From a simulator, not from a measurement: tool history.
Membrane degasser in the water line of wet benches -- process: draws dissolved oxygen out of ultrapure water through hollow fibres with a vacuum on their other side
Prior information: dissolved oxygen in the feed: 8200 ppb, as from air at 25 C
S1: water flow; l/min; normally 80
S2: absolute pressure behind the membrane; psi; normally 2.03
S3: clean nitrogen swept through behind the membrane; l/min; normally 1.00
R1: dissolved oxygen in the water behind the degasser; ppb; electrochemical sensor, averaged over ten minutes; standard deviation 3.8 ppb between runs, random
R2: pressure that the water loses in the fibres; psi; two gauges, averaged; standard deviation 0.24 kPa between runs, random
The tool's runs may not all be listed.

| run | hour | S1 | S2 | S3 | R1 | R2 |
|---|---|---|---|---|---|---|
| 1 | 0.0 | 80 | 2.03 | 1.00 | 1440.8 | 8.927 |
| 2 | 90.0 | 80 | 2.03 | 1.00 | 1448.4 | 8.886 |
| 3 | 203.7 | 80 | 2.03 | 1.00 | 1449.3 | 8.871 |
| 4 | 282.5 | 80 | 2.03 | 1.00 | 1438.6 | 8.857 |
| 5 | 352.6 | 74 | 2.03 | 1.00 | 1357.3 | 8.189 |
| 6 | 465.1 | 80 | 2.03 | 1.00 | 1446.8 | 8.901 |
| 7 | 590.1 | 96 | 1.36 | 1.00 | 1119.6 | 10.643 |
| 8 | 670.4 | 96 | 1.36 | 0.55 | 1437.3 | 10.641 |
| 9 | 807.8 | 78 | 1.35 | 0.55 | 1239.3 | 8.665 |
| 10 | 942.0 | 75 | 2.48 | 0.49 | 2400.2 | 8.334 |
| 11 | 1017.2 | 80 | 4.32 | 1.00 | 2822.6 | 8.869 |

3 ways to go on from here, each from the tool as it stands after run 11. What would each give?
| A | 1100.7 | 93 | 3.80 | 2.06 | ? | ? |
| B | 1100.7 | 105 | 4.03 | 1.00 | ? | ? |
| C | 1100.7 | 109 | 4.26 | 1.00 | ? | ? |

| run | R1 | R2 |
|---|---|---|
| A | 1896.8 | 10.298 |
| B | 3131.3 | 11.546 |
| C | 3335.9 | 12.082 |
With no hidden state in the tool, these same runs would have given:
| run | R1 | R2 |
|---|---|---|
| A | 1868.4 | 10.292 |
| B | 3085.0 | 11.539 |
| C | 3286.6 | 12.073 |
